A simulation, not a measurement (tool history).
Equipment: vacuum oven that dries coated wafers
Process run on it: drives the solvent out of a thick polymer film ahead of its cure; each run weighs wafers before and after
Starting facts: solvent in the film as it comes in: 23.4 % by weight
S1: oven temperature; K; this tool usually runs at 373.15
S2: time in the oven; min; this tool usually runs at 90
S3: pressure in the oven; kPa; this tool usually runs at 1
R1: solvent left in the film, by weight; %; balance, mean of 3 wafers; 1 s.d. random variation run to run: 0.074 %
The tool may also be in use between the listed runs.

run	day	S1	S2	S3	R1
1	0	373.15	90	1	6.59
2	0.767	373.15	134	1	4.15
3	1.121	373.15	134	1	4.19
4	1.879	373.15	90	1	6.72
5	2.221	373.15	90	1	6.67
6	2.65	373.15	90	1	6.62
# day 2.771: vacuum gauge cleaned of residue and calibrated
7	3.342	373.15	90	1	6.61
8	4.079	373.15	159	1	3.34
9	4.892	373.15	90	2.94	7.63
10	5.467	373.15	90	2.94	7.74
# day 6.054: vacuum gauge cleaned of residue and calibrated, once more
11	6.271	373.15	90	2.94	7.85
12	6.729	386.15	90	1	2.12
13	7.358	386.15	90	1	2.09
14	7.875	386.15	141	1	0.79
15	8.208	386.15	141	1	0.92
16	8.621	375.15	70	0.51	7.34
17	9.333	375.15	70	0.51	7.43
18	9.808	382.15	140	3.13	2.55
19	10.633	364.15	140	3.13	9.4
20	11.167	382.15	90	0.58	3.02
21	11.958	362.15	61	1.1	13.59

5 ways to go on from here, each from the tool as it stands after run 21. What would each give?
A	12.371	375.15	108	1.1	?
B	12.371	373.15	90	1.46	?
C	12.371	379.15	54	0.57	?
D	12.371	375.15	61	1.1	?
E	12.371	362.15	65	0.75	?

run	R1
A	4.8
B	6.94
C	7.46
D	8.46
E	13.18
With the hidden condition removed and each run's random variation left untouched, the same runs would have given:
run	R1
A	3.62
B	5.61
C	6.15
D	7.13
E	12.03
